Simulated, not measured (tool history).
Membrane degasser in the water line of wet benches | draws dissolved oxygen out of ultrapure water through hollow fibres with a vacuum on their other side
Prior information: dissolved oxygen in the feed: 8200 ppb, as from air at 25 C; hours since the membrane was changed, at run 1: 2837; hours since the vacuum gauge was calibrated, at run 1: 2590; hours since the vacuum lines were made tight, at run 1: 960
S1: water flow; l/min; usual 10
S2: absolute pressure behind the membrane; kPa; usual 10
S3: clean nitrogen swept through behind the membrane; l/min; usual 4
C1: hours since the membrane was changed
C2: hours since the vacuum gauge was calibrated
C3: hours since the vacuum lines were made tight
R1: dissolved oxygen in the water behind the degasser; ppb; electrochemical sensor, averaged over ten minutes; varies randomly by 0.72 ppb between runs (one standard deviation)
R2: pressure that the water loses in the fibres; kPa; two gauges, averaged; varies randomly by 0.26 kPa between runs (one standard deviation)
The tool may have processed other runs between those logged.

| run | hour | S1 | S2 | S3 | C1 | C2 | C3 | R1 | R2 |
|---|---|---|---|---|---|---|---|---|---|
| 1 | 0 | 10 | 10 | 4 | 2837 | 2590 | 960 | 68 | 71.1 |
| 2 | 70.8 | 10 | 10 | 4 | 2908 | 2661 | 1030 | 70.4 | 70.77 |
| 3 | 104.7 | 9 | 10 | 4 | 2942 | 2695 | 1064 | 59.5 | 63.93 |
| 4 | 164.2 | 10 | 10 | 4 | 3001 | 2754 | 1124 | 70.3 | 70.94 |
| 5 | 199.8 | 9 | 10 | 4 | 3037 | 2790 | 1159 | 59.5 | 64.04 |
| 6 | 258.4 | 9 | 10 | 4 | 3095 | 2849 | 1218 | 59.8 | 63.81 |
| 7 | 325.2 | 10 | 11.5 | 4 | 3162 | 2915 | 1285 | 79.3 | 70.78 |
| 8 | 395.5 | 10 | 11.5 | 4 | 3233 | 2986 | 1355 | 80.3 | 70.94 |
| 9 | 442.7 | 10 | 11.5 | 4 | 3280 | 3033 | 1402 | 79.8 | 70.84 |
| 10 | 511.6 | 10 | 10 | 1.71 | 3349 | 3102 | 1471 | 126.6 | 71.28 |
| 11 | 575 | 10 | 10 | 1.71 | 3412 | 3165 | 1535 | 124.1 | 71.32 |
| 12 | 630.9 | 10 | 10 | 1.71 | 3468 | 3221 | 1591 | 123.5 | 71.27 |
| 13 | 683.5 | 10 | 10 | 1.71 | 3521 | 3274 | 1643 | 126.7 | 71.2 |
| 14 | 751.4 | 8 | 10 | 4 | 3588 | 3342 | 1711 | 51.4 | 56.95 |
| 15 | 827.7 | 8 | 10 | 4 | 3665 | 3418 | 1787 | 51.6 | 57.29 |
| 16 | 904 | 10 | 10 | 4 | 3741 | 3494 | 1864 | 73.1 | 71.47 |
| 17 | 961.2 | 10 | 10 | 4 | 3798 | 3551 | 1921 | 72.6 | 71.86 |
|  | 967 | vacuum gauge calibrated |
| 18 | 1035.8 | 6 | 10 | 3.98 | 3872 | 69 | 1995 | 35 | 42.55 |
| 19 | 1095.3 | 10 | 15.7 | 3.22 | 3932 | 128 | 2054 | 124.9 | 71.56 |
|  | 1139.6 | vacuum gauge calibrated, once more |
| 20 | 1154.2 | 7 | 11.2 | 4.65 | 3990 | 15 | 2113 | 43.3 | 49.92 |
| 21 | 1219.7 | 7 | 11.2 | 4.65 | 4056 | 80 | 2178 | 44 | 49.96 |
| 22 | 1264.2 | 10 | 12.8 | 3.2 | 4100 | 125 | 2223 | 102 | 71.5 |
| 23 | 1304.9 | 7 | 12.8 | 3.2 | 4141 | 165 | 2264 | 66.5 | 49.72 |
| 24 | 1349.5 | 11 | 10 | 4 | 4186 | 210 | 2308 | 82.1 | 78.49 |
| 25 | 1403.5 | 11 | 10 | 4 | 4240 | 264 | 2362 | 80.3 | 79.03 |
| 26 | 1484.5 | 12 | 10 | 5.85 | 4321 | 345 | 2443 | 77 | 86.14 |
| 27 | 1542.9 | 9 | 15.1 | 3.08 | 4379 | 403 | 2502 | 111.2 | 64.68 |
| 28 | 1598.5 | 10 | 12.4 | 7.03 | 4435 | 459 | 2557 | 62.2 | 72.01 |
| 29 | 1633.9 | 11 | 10 | 4 | 4470 | 494 | 2593 | 80.6 | 78.97 |
| 30 | 1713.1 | 14 | 10 | 1.87 | 4549 | 573 | 2672 | 179.8 | 100.6 |
| 31 | 1766.5 | 14 | 10 | 1.87 | 4603 | 627 | 2725 | 178.8 | 100.57 |
| 32 | 1803.8 | 10 | 8.6 | 6.87 | 4640 | 664 | 2763 | 48.9 | 71.82 |

Each row is a separate what-if for the run after 32, all from the same tool condition, not one after another. Results?
| A | 1881.3 | 12 | 8.6 | 2.52 | 4717 | 742 | 2840 | ? | ? |
| B | 1881.3 | 15 | 14.5 | 3.55 | 4717 | 742 | 2840 | ? | ? |
| C | 1881.3 | 12 | 8.6 | 8.89 | 4717 | 742 | 2840 | ? | ? |
| D | 1881.3 | 6 | 18.9 | 4 | 4717 | 742 | 2840 | ? | ? |

| run | R1 | R2 |
|---|---|---|
| A | 107.9 | 86.69 |
| B | 180.8 | 107.98 |
| C | 61.9 | 86.1 |
| D | 68.9 | 43.26 |
Without the tool's unlogged condition, the same runs would have read:
| run | R1 | R2 |
|---|---|---|
| A | 97.7 | 82.92 |
| B | 166.8 | 103.27 |
| C | 52.4 | 82.35 |
| D | 64.9 | 41.38 |

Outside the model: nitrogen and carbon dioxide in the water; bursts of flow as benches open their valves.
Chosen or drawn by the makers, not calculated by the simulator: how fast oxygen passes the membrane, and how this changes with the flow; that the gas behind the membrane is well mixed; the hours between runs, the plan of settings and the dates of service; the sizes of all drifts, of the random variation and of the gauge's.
